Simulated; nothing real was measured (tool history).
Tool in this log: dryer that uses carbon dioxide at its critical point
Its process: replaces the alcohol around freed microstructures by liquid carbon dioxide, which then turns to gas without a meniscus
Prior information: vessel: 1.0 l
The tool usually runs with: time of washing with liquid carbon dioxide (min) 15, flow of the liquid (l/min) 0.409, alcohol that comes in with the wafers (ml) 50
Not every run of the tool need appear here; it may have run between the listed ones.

run	hour	time of washing with liquid carbon dioxide (min)	flow of the liquid (l/min)	alcohol that comes in with the wafers (ml)	alcohol left in the vessel before it's heated (ppm by volume)
1	0	15	0.409	50	701
2	12.4	15	0.409	50	725
3	27.9	15	0.409	50	754
4	44.9	15	0.409	50	760
5	65.6	15	0.409	50	780
6	85.1	15	0.409	50	809
7	101.3	15	0.409	50	844
8	115.5	15	0.488	50	421
# hour 123.4: inlet filter changed
9	137	15	0.488	50	299
10	159.3	15	0.409	50	620
11	171.2	15	0.409	81	1001
12	197.3	15	0.409	81	1070
13	214.1	15	0.409	81	1067
14	234.9	15	0.409	81	1137
15	260	15	0.582	81	265
16	279.4	15	0.582	81	282
17	299.1	15	0.582	81	287
18	321.2	15	0.582	81	312
# hour 346.4: inlet filter changed
19	349.9	15	0.582	81	220
20	361.7	15	0.409	50	647
21	384.6	15	0.409	50	659
22	411.5	15	0.409	50	698
23	426.2	15	0.409	50	727
24	445.4	15	0.409	41	631
25	469	11	0.334	60	4721
26	495.5	21	0.334	60	557
27	511.7	10	0.334	57	6006
28	527.8	15	0.569	53	267
29	548.8	22	0.409	36	204
# hour 569.2: inlet filter changed
30	573.7	12	0.56	87	700
# hour 590.9: purifier's bed changed
31	595.5	10	0.437	87	3515
32	612.1	10	0.437	87	3696
33	636.3	22	0.409	74	122
34	656.8	22	0.409	74	133
35	670.2	17	0.409	31	241
36	686.6	21	0.309	50	538
37	709.4	19	0.4	84	444
38	737	19	0.4	84	459
39	749.7	19	0.4	84	493
40	767.7	20	0.248	74	2585
41	786	21	0.293	26	448
# hour 794.5: inlet filter changed
42	814	21	0.518	30	31
43	839.3	16	0.255	74	3803
44	861.8	10	0.255	73	11828
45	885.8	15	0.668	50	70
46	911.1	15	0.369	50	1026

5 ways to go on from here, each from the tool as it stands after run 46. What would each give?
A	931.7	15	0.368	45	?
B	931.7	15	0.369	51	?
C	931.7	15	0.258	25	?
D	931.7	18	0.521	28	?
E	931.7	15	0.327	64	?

run	alcohol left in the vessel before it's heated (ppm by volume)
A	983
B	1097
C	1725
D	77
E	2137
Without the tool's unlogged condition, the same runs would have read:
run	alcohol left in the vessel before it's heated (ppm by volume)
A	736
B	824
C	1414
D	28
E	1675
